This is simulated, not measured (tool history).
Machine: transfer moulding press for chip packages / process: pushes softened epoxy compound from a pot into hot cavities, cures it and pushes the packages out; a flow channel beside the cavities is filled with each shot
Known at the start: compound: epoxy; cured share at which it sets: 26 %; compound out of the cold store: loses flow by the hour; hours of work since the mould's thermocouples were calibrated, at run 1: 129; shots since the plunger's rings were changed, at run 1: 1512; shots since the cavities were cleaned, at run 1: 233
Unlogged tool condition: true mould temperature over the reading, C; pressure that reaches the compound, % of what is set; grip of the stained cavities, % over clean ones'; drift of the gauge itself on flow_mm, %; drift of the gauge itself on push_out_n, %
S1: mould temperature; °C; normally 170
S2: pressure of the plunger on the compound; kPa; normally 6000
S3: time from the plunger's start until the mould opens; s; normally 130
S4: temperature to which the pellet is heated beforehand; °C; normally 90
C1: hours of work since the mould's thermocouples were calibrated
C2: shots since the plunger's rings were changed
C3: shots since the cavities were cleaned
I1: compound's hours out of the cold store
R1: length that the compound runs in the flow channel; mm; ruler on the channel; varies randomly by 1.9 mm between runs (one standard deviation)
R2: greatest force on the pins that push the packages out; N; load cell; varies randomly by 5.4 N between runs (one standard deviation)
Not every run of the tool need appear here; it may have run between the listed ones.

| run | hour | S1 | S2 | S3 | S4 | C1 | C2 | C3 | I1 | R1 | R2 |
|---|---|---|---|---|---|---|---|---|---|---|---|
| 1 | 0.0 | 170 | 6000 | 130 | 90 | 129 | 1512 | 233 | 10.0 | 747 | 380 |
| 2 | 17.6 | 170 | 6000 | 130 | 90 | 140 | 1663 | 384 | 31.1 | 648 | 376 |
|  | 30.1 | cavities cleaned with cleaning compound and waxed |
| 3 | 37.8 | 170 | 6000 | 162 | 90 | 152 | 1823 | 67 | 16.8 | 717 | 324 |
| 4 | 56.2 | 170 | 6000 | 162 | 90 | 164 | 1979 | 223 | 25.2 | 675 | 334 |
| 5 | 66.7 | 170 | 6000 | 162 | 90 | 170 | 2069 | 313 | 31.4 | 653 | 323 |
| 6 | 80.9 | 170 | 6000 | 162 | 90 | 179 | 2191 | 435 | 32.7 | 648 | 323 |
|  | 86.1 | cavities cleaned with cleaning compound and waxed |
| 7 | 96.7 | 177 | 6000 | 130 | 90 | 188 | 2312 | 90 | 42.7 | 596 | 328 |
| 8 | 114.3 | 177 | 6000 | 133 | 90 | 199 | 2462 | 240 | 24.3 | 673 | 322 |
| 9 | 125.9 | 170 | 5930 | 130 | 90 | 207 | 2561 | 339 | 18.0 | 707 | 387 |
| 10 | 136.1 | 170 | 5930 | 130 | 90 | 213 | 2648 | 426 | 42.8 | 607 | 357 |
|  | 142.4 | cavities cleaned with cleaning compound and waxed |
| 11 | 147.7 | 170 | 6000 | 130 | 90 | 220 | 2735 | 45 | 26.9 | 669 | 376 |
| 12 | 164.0 | 170 | 6000 | 130 | 90 | 230 | 2874 | 184 | 40.7 | 617 | 371 |
| 13 | 177.0 | 170 | 6000 | 130 | 90 | 238 | 2985 | 295 | 24.0 | 681 | 386 |
| 14 | 191.9 | 170 | 6000 | 130 | 96 | 247 | 3112 | 422 | 33.3 | 645 | 369 |
|  | 199.5 | cavities cleaned with cleaning compound and waxed |
| 15 | 212.4 | 170 | 6000 | 130 | 96 | 259 | 3275 | 111 | 39.9 | 620 | 368 |
| 16 | 225.2 | 170 | 6000 | 130 | 96 | 268 | 3384 | 220 | 31.0 | 655 | 372 |
| 17 | 248.7 | 170 | 4980 | 130 | 81 | 282 | 3584 | 420 | 26.8 | 613 | 378 |
|  | 257.0 | cavities cleaned with cleaning compound and waxed |
| 18 | 269.1 | 168 | 4810 | 131 | 81 | 294 | 3746 | 103 | 21.4 | 625 | 411 |
| 19 | 289.9 | 170 | 6980 | 132 | 90 | 308 | 3923 | 280 | 11.7 | 797 | 373 |
| 20 | 303.8 | 170 | 6000 | 111 | 95 | 316 | 4042 | 399 | 20.7 | 698 | 482 |
|  | 314.4 | cavities cleaned with cleaning compound and waxed |
| 21 | 318.5 | 170 | 6170 | 111 | 92 | 325 | 4155 | 36 | 21.3 | 705 | 478 |
| 22 | 328.6 | 170 | 6170 | 111 | 92 | 331 | 4241 | 122 | 21.9 | 706 | 478 |
| 23 | 345.6 | 167 | 5240 | 154 | 89 | 342 | 4386 | 267 | 29.5 | 620 | 345 |
| 24 | 358.7 | 167 | 5240 | 154 | 89 | 350 | 4498 | 379 | 36.9 | 591 | 350 |
|  | 371.5 | cavities cleaned with cleaning compound and waxed |
| 25 | 378.5 | 167 | 5240 | 154 | 89 | 362 | 4654 | 60 | 35.4 | 597 | 349 |
|  | 382.6 | mould's thermocouples calibrated |
| 26 | 392.8 | 167 | 5240 | 154 | 86 | 6 | 4759 | 165 | 43.1 | 570 | 348 |
| 27 | 412.5 | 167 | 4900 | 154 | 86 | 19 | 4927 | 333 | 40.7 | 559 | 355 |
|  | 427.2 | plunger's sealing rings changed |
|  | 432.3 | cavities cleaned with cleaning compound and waxed |
| 28 | 436.4 | 172 | 6080 | 147 | 90 | 31 | 66 | 35 | 25.7 | 677 | 329 |
| 29 | 456.5 | 177 | 4760 | 137 | 88 | 44 | 237 | 206 | 20.1 | 612 | 319 |

Predict each of these 3 candidate next runs independently; none follows another, all start after run 29:
| A | 467.8 | 172 | 4760 | 151 | 88 | 51 | 334 | 303 | 42.6 | ? | ? |
| B | 467.8 | 170 | 6000 | 130 | 96 | 51 | 334 | 303 | 38.7 | ? | ? |
| C | 467.8 | 170 | 6000 | 137 | 90 | 51 | 334 | 303 | 9.1 | ? | ? |

| run | R1 | R2 |
|---|---|---|
| A | 540 | 327 |
| B | 623 | 359 |
| C | 749 | 358 |
Take away the tool's hidden state, keep each run's random variation, and the runs would have read:
| run | R1 | R2 |
|---|---|---|
| A | 540 | 325 |
| B | 623 | 357 |
| C | 749 | 356 |
